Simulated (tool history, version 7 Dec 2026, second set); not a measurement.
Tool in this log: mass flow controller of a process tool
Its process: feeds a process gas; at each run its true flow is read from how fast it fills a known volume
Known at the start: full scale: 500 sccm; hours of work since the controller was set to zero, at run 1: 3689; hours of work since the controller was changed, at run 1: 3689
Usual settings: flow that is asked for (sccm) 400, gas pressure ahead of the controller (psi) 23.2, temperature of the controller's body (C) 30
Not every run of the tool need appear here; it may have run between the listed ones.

run     hour  flow that is asked for (sccm)  gas pressure ahead of the controller (psi)  temperature of the controller's body (C)  hours of work since the controller was set to zero  hours of work since the controller was changed  true flow (%)
  1      0.0                            400                                        23.2                                        30                                                3689                                            3689          97.23
  2    272.8                            400                                        23.2                                        30                                                3866                                            3866          97.22
  3    677.9                            400                                        23.2                                        30                                                4128                                            4128          96.96
  4    971.5                            400                                        23.2                                        30                                                4318                                            4318          96.73
  5   1238.3                             63                                        23.2                                        30                                                4491                                            4491          88.69
  6   1509.7                             63                                        23.2                                        30                                                4667                                            4667          88.39
  7   1758.8                             63                                        23.2                                        30                                                4828                                            4828          87.92
  8   2096.2                             63                                        23.1                                        30                                                5047                                            5047          87.56
  9   2571.2                            400                                        23.2                                        30                                                5354                                            5354          96.13
 10   2824.3                            400                                        23.2                                        30                                                5518                                            5518          96.01
 11   3124.2                            400                                        23.2                                        30                                                5713                                            5713          95.92
 12   3640.1                            400                                        23.2                                        30                                                6047                                            6047          95.75
 13   3971.9                            252                                        23.2                                        30                                                6262                                            6262          93.99
      4338.0  -- controller's zero set anew
 14   4453.7                            400                                        23.2                                        30                                                  75                                            6573          94.14
 15   4818.5                            400                                        23.2                                        30                                                 311                                            6810          94.08
      5106.2  -- controller's zero set anew, once more
 16   5170.8                            400                                        23.2                                        30                                                  42                                            7038          97.08
 17   5650.2                            335                                        23.2                                        30                                                 352                                            7348          96.47
 18   6078.0                            400                                        23.2                                        26                                                 629                                            7625          96.84
 19   6471.6                            400                                        23.2                                        30                                                 884                                            7880          96.33
 20   6921.4                            400                                        23.2                                        30                                                1176                                            8171          96.09
 21   7381.8                            129                                        30.2                                        30                                                1474                                            8470          93.81
 22   7649.5                            129                                        25.4                                        21                                                1647                                            8643          94.20
 23   7917.7                             80                                        22.6                                        21                                                1821                                            8817          92.71
 24   8150.0                             62                                        33.4                                        21                                                1971                                            8967          91.23
 25   8463.4                            319                                        23.2                                        30                                                2174                                            9170          95.22
 26   8749.2                            346                                        23.2                                        21                                                2360                                            9355          95.61
 27   9196.0                            173                                        23.2                                        30                                                2649                                            9645          93.39
 28   9520.3                            105                                        31.6                                        30                                                2859                                            9855          91.42
 29   9953.7                             62                                        31.3                                        21                                                3140                                           10136          88.83
 30  10476.7                            400                                        23.2                                        22                                                3479                                           10474          95.22
 31  10690.1                            400                                        24.4                                        22                                                3617                                           10612          94.99
 32  11037.1                            496                                        31.9                                        30                                                3842                                           10837          94.94
 33  11436.9                            220                                        31.9                                        30                                                4101                                           11096          92.55
 34  11717.4                            132                                        39.6                                        26                                                4282                                           11278          90.55
 35  12058.2                            132                                        39.6                                        26                                                4503                                           11499          90.33
 36  12565.8                            132                                        39.6                                        26                                                4832                                           11827          89.97
 37  13088.1                            154                                        39.6                                        26                                                5170                                           12166          90.42
 38  13410.3                            154                                        39.6                                        26                                                5379                                           12374          89.96
 39  13683.5                            154                                        39.6                                        26                                                5556                                           12551          89.94
 40  14001.7                            490                                        20.5                                        25                                                5762                                           12757          94.36

Entry by entry between the runs, the difference in hidden state between the last listed run before and the first listed run after:
After run 13, before run 14: controller's zero set anew (hour 4338.0)
  flow at rest that the sensor doesn't see, % of full scale: -1.409 -> -2.412; true flow over the shown one, %: -2.19 -> -2.3
  measured minus no-state result, true flow (%): -4.99 -> -5.32
After run 15, before run 16: controller's zero set anew, once more (hour 5106.2)
  flow at rest that the sensor doesn't see, % of full scale: -2.465 -> -0.049; true flow over the shown one, %: -2.38 -> -2.46
  measured minus no-state result, true flow (%): -5.47 -> -2.52
